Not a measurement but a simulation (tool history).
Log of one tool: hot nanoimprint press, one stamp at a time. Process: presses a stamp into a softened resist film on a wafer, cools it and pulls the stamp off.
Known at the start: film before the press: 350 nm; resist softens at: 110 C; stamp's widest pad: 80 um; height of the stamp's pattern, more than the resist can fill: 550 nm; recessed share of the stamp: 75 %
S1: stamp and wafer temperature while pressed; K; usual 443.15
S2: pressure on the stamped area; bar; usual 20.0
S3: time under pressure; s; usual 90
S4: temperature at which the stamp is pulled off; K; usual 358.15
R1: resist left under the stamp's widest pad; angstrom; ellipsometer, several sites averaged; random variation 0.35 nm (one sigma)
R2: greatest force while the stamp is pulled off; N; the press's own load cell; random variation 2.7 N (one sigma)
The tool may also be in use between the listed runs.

Run 1, day 0.000: usual settings. Result: R1 1547 angstrom, R2 205 N.
Run 2, day 0.350: usual settings. Result: R1 1548 angstrom, R2 199 N.
Run 3, day 0.625: usual settings. Result: R1 1548 angstrom, R2 204 N.
Run 4, day 0.862: usual settings. Result: R1 1547 angstrom, R2 205 N.
Run 5, day 1.146: usual settings but S3 53 s. Result: R1 1858 angstrom, R2 204 N.
Run 6, day 1.446: usual settings but S3 53 s. Result: R1 1859 angstrom, R2 206 N.
Run 7, day 1.700: usual settings but S3 53 s. Result: R1 1858 angstrom, R2 204 N.
Run 8, day 1.900: usual settings but S2 16.3 bar. Result: R1 1704 angstrom, R2 207 N.
Run 9, day 2.288: usual settings. Result: R1 1546 angstrom, R2 207 N.
Run 10, day 2.488: usual settings but S2 21.9 bar. Result: R1 1473 angstrom, R2 204 N.
Run 11, day 2.846: usual settings but S2 21.9 bar. Result: R1 1473 angstrom, R2 205 N.
Run 12, day 3.050: usual settings but S2 21.9 bar. Result: R1 1477 angstrom, R2 210 N.
Run 13, day 3.433: usual settings. Result: R1 1543 angstrom, R2 208 N.
Run 14, day 3.788: usual settings but S2 12.5 bar. Result: R1 1928 angstrom, R2 204 N.

Run 15 comes next. What will it give?
Run 15, day 4.112: usual settings but S2 12.5 bar. Result: R1 ?, R2 ?.

Run 15 gave R1 1928 angstrom, R2 212 N.
Without the tool's hidden state the same run would have given R1 1947 angstrom, R2 200 N.
